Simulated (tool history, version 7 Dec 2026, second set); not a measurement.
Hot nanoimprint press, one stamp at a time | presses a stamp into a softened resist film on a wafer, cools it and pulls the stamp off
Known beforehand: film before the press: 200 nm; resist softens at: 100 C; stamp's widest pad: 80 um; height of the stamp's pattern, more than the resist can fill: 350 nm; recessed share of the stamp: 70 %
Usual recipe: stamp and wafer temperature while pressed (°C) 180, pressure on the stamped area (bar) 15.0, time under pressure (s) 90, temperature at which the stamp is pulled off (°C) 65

run   hour  stamp and wafer temperature while pressed (°C)  pressure on the stamped area (bar)  time under pressure (s)  temperature at which the stamp is pulled off (°C)  resist left under the stamp's widest pad (angstrom)  greatest force while the stamp is pulled off (N)
  1    0.0                                             180                                15.0                       90                                                 65                                                 1020                                               219
  2   23.2                                             180                                15.0                       90                                                 65                                                 1017                                               224
  3   37.4                                             180                                18.6                       90                                                 65                                                  913                                               221
  4   52.5                                             180                                15.0                       90                                                 53                                                 1014                                               297
  5   68.8                                             180                                15.0                       90                                                 53                                                 1013                                               298
  6   81.5                                             180                                15.0                       90                                                 53                                                 1010                                               301
  7  106.8                                             176                                15.0                       90                                                 65                                                 1174                                               230
  8  131.7                                             176                                15.0                       90                                                 65                                                 1170                                               235
  9  152.5                                             176                                15.0                       90                                                 65                                                 1173                                               236
 10  174.5                                             176                                13.1                       90                                                 65                                                 1238                                               238
 11  197.3                                             180                                15.0                       90                                                 65                                                 1003                                               240
 12  215.7                                             180                                15.0                       90                                                 65                                                 1003                                               238
 13  238.4                                             180                                15.0                       90                                                 65                                                 1005                                               245
     242.7  -- plate thermocouple calibrated
 14  258.7                                             170                                15.0                       90                                                 65                                                 1416                                               247
 15  270.4                                             170                                15.0                       90                                                 65                                                 1417                                               240

Run 16, settings as shown, results not yet in. Your forecast:
 16  291.8                                             170                                15.0                       90                                                 65                                                    ?                                                 ?

{"run 16": {"resist left under the stamp's widest pad (angstrom)": 1422, "greatest force while the stamp is pulled off (N)": 249}}
With the hidden condition absent and the run-to-run variation left alone, this run would have shown resist left under the stamp's widest pad (angstrom) 1453, greatest force while the stamp is pulled off (N) 209.

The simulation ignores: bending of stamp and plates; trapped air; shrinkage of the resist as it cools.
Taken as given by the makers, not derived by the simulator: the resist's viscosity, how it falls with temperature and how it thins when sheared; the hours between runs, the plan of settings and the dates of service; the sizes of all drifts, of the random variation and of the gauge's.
